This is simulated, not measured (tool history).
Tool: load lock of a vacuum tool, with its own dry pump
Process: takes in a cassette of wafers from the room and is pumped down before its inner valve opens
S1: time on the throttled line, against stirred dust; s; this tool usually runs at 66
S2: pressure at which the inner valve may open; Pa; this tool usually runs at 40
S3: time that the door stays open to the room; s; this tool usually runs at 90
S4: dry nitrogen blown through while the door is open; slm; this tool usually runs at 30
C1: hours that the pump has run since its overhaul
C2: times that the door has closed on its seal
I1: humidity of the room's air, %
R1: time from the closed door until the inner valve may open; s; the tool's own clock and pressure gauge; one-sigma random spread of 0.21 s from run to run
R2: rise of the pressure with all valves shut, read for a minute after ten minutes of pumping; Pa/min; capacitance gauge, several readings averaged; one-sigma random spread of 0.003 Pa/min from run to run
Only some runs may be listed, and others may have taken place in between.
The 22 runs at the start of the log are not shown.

run,hour,S1,S2,S3,S4,C1,C2,I1,R1,R2
23,4392.4,66,40,196,30,9517,17836,42.1,95.5,0.054
24,4523.6,124,40,68,22,9648,18034,48.1,145.8,0.054
25,4780.8,124,40,68,22,9906,18423,49,146.1,0.051
26,4917.9,124,40,68,22,10043,18630,43.9,145.9,0.056
27,5107.5,124,40,68,22,10232,18916,45,145.9,0.057
28,5314.2,94,31,188,4,10439,19229,45.1,121,0.083
29,5582.2,38,77,175,7,10707,19634,44.8,68.1,0.075
30,5862.3,66,40,74,14,10987,20057,46.8,95.6,0.057
31,6006.1,75,62,33,30,11131,20274,48.4,101.5,0.044
32,6138.7,75,62,33,30,11264,20475,42.2,101.5,0.045
33,6361.1,108,30,79,24,11486,20810,44.4,133.7,0.057
34,6626.5,111,36,79,11,11751,21212,49.9,135.4,0.065
35,6904.7,111,36,137,11,12029,21632,42.9,135.5,0.068
36,7031.6,56,60,69,18,12156,21823,47.3,85.3,0.063
37,7187,56,60,69,18,12312,22058,44.6,85.4,0.057
38,7448.5,66,56,74,30,12573,22453,46.7,94.4,0.059

Each row is a separate what-if for the run after 38, all from the same tool condition, not one after another. Results?
A,7620.1,66,56,74,17,12745,22713,47.2,?,?
B,7620.1,46,40,90,30,12745,22713,47.3,?,?
C,7620.1,66,72,90,30,12745,22713,44.4,?,?

run,R1,R2
A,94.4,0.064
B,78.6,0.056
C,93.1,0.058
What these runs would have given with no unlogged condition in the tool:
run,R1,R2
A,93.5,0.031
B,77.5,0.024
C,92.2,0.025

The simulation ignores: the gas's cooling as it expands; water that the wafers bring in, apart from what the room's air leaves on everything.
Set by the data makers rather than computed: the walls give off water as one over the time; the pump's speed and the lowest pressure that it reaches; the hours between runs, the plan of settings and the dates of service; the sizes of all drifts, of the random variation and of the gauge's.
